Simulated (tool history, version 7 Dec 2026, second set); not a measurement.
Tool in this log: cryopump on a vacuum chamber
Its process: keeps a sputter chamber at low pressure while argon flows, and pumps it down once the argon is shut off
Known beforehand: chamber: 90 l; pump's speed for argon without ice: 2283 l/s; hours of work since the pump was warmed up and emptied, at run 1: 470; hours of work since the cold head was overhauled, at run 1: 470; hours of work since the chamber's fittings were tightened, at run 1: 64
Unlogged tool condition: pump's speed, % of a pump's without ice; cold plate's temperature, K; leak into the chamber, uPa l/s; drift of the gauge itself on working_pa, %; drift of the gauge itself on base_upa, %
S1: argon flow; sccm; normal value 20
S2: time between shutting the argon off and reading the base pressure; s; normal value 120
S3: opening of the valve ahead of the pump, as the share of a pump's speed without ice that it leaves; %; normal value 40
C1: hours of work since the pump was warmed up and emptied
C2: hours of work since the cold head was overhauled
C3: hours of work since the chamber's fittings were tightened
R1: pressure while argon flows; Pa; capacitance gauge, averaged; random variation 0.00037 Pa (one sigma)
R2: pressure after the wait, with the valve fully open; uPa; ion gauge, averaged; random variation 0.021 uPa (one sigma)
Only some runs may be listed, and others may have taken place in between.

run,day,S1,S2,S3,C1,C2,C3,R1,R2
1,0.000,20,120,40,470,470,64,0.0375,0.37
2,1.071,20,263,40,484,484,77,0.0385,0.28
3,1.975,20,120,40,495,495,88,0.0385,0.39
4,3.567,20,120,40,515,515,108,0.0381,0.38
5,4.408,20,120,40,525,525,118,0.0384,0.40
6,6.079,20,120,40,546,546,139,0.0382,0.42
7,7.075,20,120,40,558,558,151,0.0384,0.46
8,8.479,20,120,40,576,576,169,0.0379,0.45
9,9.467,20,120,40,588,588,181,0.0386,0.50
10,10.379,14,67,46,599,599,192,0.0234,0.61
11,11.142,20,297,16,609,609,202,0.0939,0.39
12,12.683,20,20,16,628,628,221,0.0937,1.39

Forecast run 13:
13,14.246,20,154,19,647,647,240,?,?

Run 13 gave R1 0.0792 Pa, R2 0.50 uPa.
Had the tool carried no hidden state, the very same run would have given R1 0.0777 Pa, R2 0.29 uPa.
